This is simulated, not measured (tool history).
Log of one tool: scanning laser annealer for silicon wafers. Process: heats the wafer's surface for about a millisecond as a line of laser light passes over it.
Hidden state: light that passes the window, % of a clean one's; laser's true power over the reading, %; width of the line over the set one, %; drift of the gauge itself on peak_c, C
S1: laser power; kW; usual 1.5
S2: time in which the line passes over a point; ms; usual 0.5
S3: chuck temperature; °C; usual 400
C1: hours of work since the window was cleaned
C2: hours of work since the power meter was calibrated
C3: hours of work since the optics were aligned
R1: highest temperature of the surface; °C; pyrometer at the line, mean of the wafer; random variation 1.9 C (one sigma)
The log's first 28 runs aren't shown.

run 29 day=42.538 | S1=1.644 S2=0.41 S3=435 | C1=62 C2=797 C3=331 | R1=1147
run 30 day=44.117 | S1=1.311 S2=0.46 S3=411 | C1=83 C2=817 C3=351 | R1=982
run 31 day=45.154 | S1=1.311 S2=0.46 S3=411 | C1=96 C2=831 C3=365 | R1=976
run 32 day=47.162 | S1=1.302 S2=0.484 S3=430 | C1=123 C2=857 C3=391 | R1=1007
run 33 day=48.054 | S1=1.302 S2=0.484 S3=430 | C1=134 C2=869 C3=403 | R1=1004
run 34 day=50.071 | S1=1.5 S2=0.487 S3=400 | C1=161 C2=895 C3=429 | R1=1082
run 35 day=51.808 | S1=1.393 S2=0.491 S3=401 | C1=183 C2=918 C3=452 | R1=1029
run 36 day=53.096 | S1=1.393 S2=0.491 S3=401 | C1=200 C2=934 C3=468 | R1=1029

Forecast each of these 5 alternatives for the next run:
run A day=54.633 | S1=1.406 S2=0.427 S3=381 | C1=220 C2=954 C3=488 | R1=?
run B day=54.633 | S1=1.591 S2=0.491 S3=373 | C1=220 C2=954 C3=488 | R1=?
run C day=54.633 | S1=1.348 S2=0.5 S3=390 | C1=220 C2=954 C3=488 | R1=?
run D day=54.633 | S1=1.446 S2=0.46 S3=415 | C1=220 C2=954 C3=488 | R1=?
run E day=54.633 | S1=1.5 S2=0.354 S3=395 | C1=220 C2=954 C3=488 | R1=?

run=A R1=975
run=B R1=1108
run=C R1=994
run=D R1=1054
run=E R1=988
Without the tool's hidden state the same runs would have given:
run=A R1=990
run=B R1=1126
run=C R1=1009
run=D R1=1069
run=E R1=1002
